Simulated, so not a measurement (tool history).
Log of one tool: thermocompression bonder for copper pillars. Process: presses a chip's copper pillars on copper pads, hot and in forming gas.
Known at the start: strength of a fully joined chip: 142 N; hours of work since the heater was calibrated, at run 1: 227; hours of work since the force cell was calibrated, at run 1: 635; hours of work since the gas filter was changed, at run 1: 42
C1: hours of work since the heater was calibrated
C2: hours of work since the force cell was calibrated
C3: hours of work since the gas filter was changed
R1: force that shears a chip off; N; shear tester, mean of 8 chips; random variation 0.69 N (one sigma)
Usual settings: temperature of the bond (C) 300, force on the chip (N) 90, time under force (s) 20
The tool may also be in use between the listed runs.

run 1 hour=0.0 | temperature_of_the_bond_(C)=300 force_on_the_chip_(N)=90 time_under_force_(s)=20 | C1=227 C2=635 C3=42 | R1=78.4
run 2 hour=64.2 | temperature_of_the_bond_(C)=300 force_on_the_chip_(N)=90 time_under_force_(s)=20 | C1=272 C2=680 C3=88 | R1=75.7
run 3 hour=110.1 | temperature_of_the_bond_(C)=313 force_on_the_chip_(N)=90 time_under_force_(s)=20 | C1=304 C2=712 C3=120 | R1=81.9
run 4 hour=195.3 | temperature_of_the_bond_(C)=300 force_on_the_chip_(N)=90 time_under_force_(s)=20 | C1=365 C2=773 C3=180 | R1=72.3
-- hour=207.5 forming gas filter changed
run 5 hour=252.9 | temperature_of_the_bond_(C)=300 force_on_the_chip_(N)=90 time_under_force_(s)=20 | C1=405 C2=813 C3=32 | R1=78.5
run 6 hour=307.6 | temperature_of_the_bond_(C)=300 force_on_the_chip_(N)=90 time_under_force_(s)=20 | C1=444 C2=852 C3=71 | R1=77.9
run 7 hour=391.7 | temperature_of_the_bond_(C)=300 force_on_the_chip_(N)=90 time_under_force_(s)=20 | C1=503 C2=911 C3=130 | R1=75.0
run 8 hour=438.7 | temperature_of_the_bond_(C)=300 force_on_the_chip_(N)=90 time_under_force_(s)=20 | C1=536 C2=944 C3=163 | R1=74.1
-- hour=475.8 forming gas filter changed
run 9 hour=522.8 | temperature_of_the_bond_(C)=300 force_on_the_chip_(N)=90 time_under_force_(s)=15 | C1=595 C2=1003 C3=33 | R1=72.0
run 10 hour=605.6 | temperature_of_the_bond_(C)=300 force_on_the_chip_(N)=90 time_under_force_(s)=15 | C1=653 C2=1062 C3=92 | R1=69.1
run 11 hour=683.5 | temperature_of_the_bond_(C)=300 force_on_the_chip_(N)=113 time_under_force_(s)=20 | C1=709 C2=1117 C3=147 | R1=84.4
-- hour=744.6 forming gas filter changed
run 12 hour=765.6 | temperature_of_the_bond_(C)=300 force_on_the_chip_(N)=90 time_under_force_(s)=20 | C1=766 C2=1174 C3=15 | R1=81.2
run 13 hour=854.1 | temperature_of_the_bond_(C)=300 force_on_the_chip_(N)=90 time_under_force_(s)=13 | C1=829 C2=1237 C3=77 | R1=67.5
run 14 hour=932.2 | temperature_of_the_bond_(C)=300 force_on_the_chip_(N)=90 time_under_force_(s)=13 | C1=884 C2=1292 C3=132 | R1=66.3
-- hour=1007.4 forming gas filter changed
run 15 hour=1010.7 | temperature_of_the_bond_(C)=300 force_on_the_chip_(N)=90 time_under_force_(s)=20 | C1=939 C2=1347 C3=2 | R1=82.3
run 16 hour=1047.2 | temperature_of_the_bond_(C)=300 force_on_the_chip_(N)=90 time_under_force_(s)=20 | C1=964 C2=1372 C3=28 | R1=81.1
run 17 hour=1136.3 | temperature_of_the_bond_(C)=300 force_on_the_chip_(N)=90 time_under_force_(s)=22 | C1=1027 C2=1435 C3=91 | R1=80.9
run 18 hour=1178.2 | temperature_of_the_bond_(C)=300 force_on_the_chip_(N)=90 time_under_force_(s)=20 | C1=1057 C2=1465 C3=121 | R1=76.4
-- hour=1185.9 force cell calibrated
run 19 hour=1255.2 | temperature_of_the_bond_(C)=300 force_on_the_chip_(N)=90 time_under_force_(s)=20 | C1=1110 C2=49 C3=174 | R1=73.0
-- hour=1271.9 forming gas filter changed
-- hour=1307.0 heater calibrated with a thermocouple chip
run 20 hour=1340.7 | temperature_of_the_bond_(C)=286 force_on_the_chip_(N)=79 time_under_force_(s)=20 | C1=24 C2=107 C3=47 | R1=58.8
run 21 hour=1386.3 | temperature_of_the_bond_(C)=307 force_on_the_chip_(N)=58 time_under_force_(s)=20 | C1=56 C2=140 C3=79 | R1=56.0
-- hour=1448.6 force cell calibrated, once more
run 22 hour=1448.6 | temperature_of_the_bond_(C)=307 force_on_the_chip_(N)=58 time_under_force_(s)=20 | C1=99 C2=0 C3=122 | R1=58.4
run 23 hour=1496.0 | temperature_of_the_bond_(C)=283 force_on_the_chip_(N)=90 time_under_force_(s)=35 | C1=132 C2=33 C3=156 | R1=75.9
-- hour=1539.5 forming gas filter changed
run 24 hour=1585.3 | temperature_of_the_bond_(C)=283 force_on_the_chip_(N)=90 time_under_force_(s)=35 | C1=195 C2=96 C3=32 | R1=82.6
run 25 hour=1662.2 | temperature_of_the_bond_(C)=283 force_on_the_chip_(N)=90 time_under_force_(s)=35 | C1=249 C2=150 C3=87 | R1=80.4
run 26 hour=1718.7 | temperature_of_the_bond_(C)=283 force_on_the_chip_(N)=90 time_under_force_(s)=35 | C1=289 C2=190 C3=126 | R1=78.4
run 27 hour=1780.5 | temperature_of_the_bond_(C)=283 force_on_the_chip_(N)=90 time_under_force_(s)=35 | C1=333 C2=234 C3=170 | R1=75.7
-- hour=1804.6 forming gas filter changed
run 28 hour=1853.8 | temperature_of_the_bond_(C)=283 force_on_the_chip_(N)=90 time_under_force_(s)=35 | C1=384 C2=285 C3=35 | R1=82.6
run 29 hour=1917.1 | temperature_of_the_bond_(C)=294 force_on_the_chip_(N)=122 time_under_force_(s)=37 | C1=429 C2=330 C3=79 | R1=104.3
run 30 hour=1998.0 | temperature_of_the_bond_(C)=294 force_on_the_chip_(N)=122 time_under_force_(s)=37 | C1=486 C2=387 C3=136 | R1=99.1
run 31 hour=2041.1 | temperature_of_the_bond_(C)=299 force_on_the_chip_(N)=65 time_under_force_(s)=37 | C1=516 C2=417 C3=167 | R1=71.3
-- hour=2072.2 forming gas filter changed
run 32 hour=2118.5 | temperature_of_the_bond_(C)=299 force_on_the_chip_(N)=65 time_under_force_(s)=37 | C1=571 C2=472 C3=33 | R1=78.4
run 33 hour=2208.3 | temperature_of_the_bond_(C)=299 force_on_the_chip_(N)=131 time_under_force_(s)=14 | C1=634 C2=535 C3=96 | R1=86.3
run 34 hour=2251.6 | temperature_of_the_bond_(C)=300 force_on_the_chip_(N)=110 time_under_force_(s)=37 | C1=665 C2=566 C3=127 | R1=100.4

The next listed run, before its measurement:
run 35 hour=2313.7 | temperature_of_the_bond_(C)=273 force_on_the_chip_(N)=110 time_under_force_(s)=42 | C1=708 C2=610 C3=170 | R1=?

Run 35 gave R1 84.7 N.
Without the tool's hidden state the same run would have given R1 91.0 N.
